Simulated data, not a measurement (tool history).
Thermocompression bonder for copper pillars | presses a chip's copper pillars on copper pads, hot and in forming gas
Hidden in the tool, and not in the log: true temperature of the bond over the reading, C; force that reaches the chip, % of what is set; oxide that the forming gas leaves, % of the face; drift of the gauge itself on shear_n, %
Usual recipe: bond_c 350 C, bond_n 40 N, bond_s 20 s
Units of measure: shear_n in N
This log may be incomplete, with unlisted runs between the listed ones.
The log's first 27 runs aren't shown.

| run | hour | bond_c | bond_n | bond_s | hours of work since the heater was calibrated | hours of work since the force cell was calibrated | hours of work since the gas filter was changed | shear_n |
|---|---|---|---|---|---|---|---|---|
| 28 | 600.6 | 353 | 35 | 31 | 33 | 802 | 79 | 93.3 |
| 29 | 620.9 | 326 | 35 | 27 | 45 | 814 | 91 | 78.3 |
| 30 | 634 | 372 | 34 | 44 | 52 | 821 | 98 | 104.5 |
| 31 | 656 | 322 | 54 | 19 | 65 | 834 | 111 | 87.8 |
| 32 | 680.2 | 348 | 37 | 17 | 79 | 848 | 124 | 79.5 |
|  | 700.7 | heater calibrated with a thermocouple chip, once more |
| 33 | 704.3 | 355 | 40 | 22 | 2 | 860 | 137 | 85.8 |
| 34 | 732.3 | 350 | 40 | 18 | 18 | 876 | 153 | 79.8 |
| 35 | 761 | 341 | 33 | 18 | 34 | 892 | 169 | 67.5 |
| 36 | 781.4 | 366 | 40 | 12 | 46 | 904 | 181 | 76.8 |
| 37 | 808.3 | 350 | 40 | 11 | 61 | 919 | 196 | 68 |
| 38 | 821.6 | 350 | 40 | 11 | 69 | 927 | 204 | 68.5 |
| 39 | 843.4 | 350 | 33 | 14 | 81 | 939 | 216 | 65.2 |

What if the next run were any one of these 3? Each begins from the tool's condition after run 39:
| A | 863.1 | 350 | 40 | 14 | 93 | 951 | 227 | ? |
| B | 863.1 | 329 | 44 | 20 | 93 | 951 | 227 | ? |
| C | 863.1 | 376 | 40 | 42 | 93 | 951 | 227 | ? |

| run | shear_n |
|---|---|
| A | 73.4 |
| B | 76.6 |
| C | 105.5 |
Stripped of hidden state, with their random variation kept, the same runs would have yielded:
| run | shear_n |
|---|---|
| A | 73.6 |
| B | 76.9 |
| C | 107 |

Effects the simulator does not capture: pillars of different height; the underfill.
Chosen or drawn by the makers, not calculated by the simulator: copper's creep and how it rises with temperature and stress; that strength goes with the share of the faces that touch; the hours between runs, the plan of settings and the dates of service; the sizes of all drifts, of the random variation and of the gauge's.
